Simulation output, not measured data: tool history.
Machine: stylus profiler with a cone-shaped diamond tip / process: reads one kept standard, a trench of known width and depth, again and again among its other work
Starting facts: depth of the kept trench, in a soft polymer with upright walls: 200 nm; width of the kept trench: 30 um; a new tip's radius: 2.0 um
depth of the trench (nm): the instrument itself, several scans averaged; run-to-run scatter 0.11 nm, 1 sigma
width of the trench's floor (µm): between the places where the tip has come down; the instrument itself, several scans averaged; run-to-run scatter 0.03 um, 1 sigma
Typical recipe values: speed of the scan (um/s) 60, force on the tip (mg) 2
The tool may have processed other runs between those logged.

run	hour	speed of the scan (um/s)	force on the tip (mg)	depth of the trench (nm)	width of the trench's floor (µm)
1	0	60	2	202.32	28.04
2	16.8	60	2	202.48	28.11
3	44.1	60	2	202.45	28.05
4	56.4	60	2	202.54	28.04
5	78.8	60	1.59	202.14	28.02
6	98	60	3.58	203.52	28.12
7	123.9	60	3.58	203.6	28.08
8	146.5	206	2	202.53	27.68
9	172.8	60	2	202.28	28.14
10	199	15	2	202.19	28.23
11	214.1	15	2	202.67	28.19
12	234.8	15	2	202.28	28.2
13	249.7	60	0.95	201.44	28.05
14	272.9	60	0.95	201.6	27.99
15	293.6	62	0.95	201.55	28.02
16	319.7	62	0.95	201.45	27.98
17	345.9	62	0.95	201.51	28.06
18	365.1	18	2.14	202.48	28.25
19	389.6	18	2.14	202.47	28.2
20	407.2	25	0.78	201.3	28.2
21	435.4	44	0.82	201.33	28.02
22	453	44	0.82	201.11	28.05
23	475.7	44	0.82	201.18	28.09
24	492.9	44	0.82	201.35	28.05
25	515.9	96	1.25	201.73	27.97
26	543.3	92	1.38	201.88	27.93
27	567.7	16	1.24	201.77	28.17
28	590.7	15	1.84	202.33	28.17
29	617.2	15	1.84	202.33	28.24
30	636.2	22	4.26	204.14	28.23
31	656.5	22	4.26	204.19	28.17

Forecast each of these 3 alternatives for the next run:
A	675.9	60	1.56	?	?
B	675.9	22	2.02	?	?
C	675.9	175	4.26	?	?

run	depth of the trench (nm)	width of the trench's floor (µm)
A	201.9	28.07
B	202.45	28.17
C	204.1	27.94
Take away the tool's hidden state, keep each run's random variation, and the runs would have read:
run	depth of the trench (nm)	width of the trench's floor (µm)
A	201.91	28.08
B	202.46	28.18
C	204.11	27.95

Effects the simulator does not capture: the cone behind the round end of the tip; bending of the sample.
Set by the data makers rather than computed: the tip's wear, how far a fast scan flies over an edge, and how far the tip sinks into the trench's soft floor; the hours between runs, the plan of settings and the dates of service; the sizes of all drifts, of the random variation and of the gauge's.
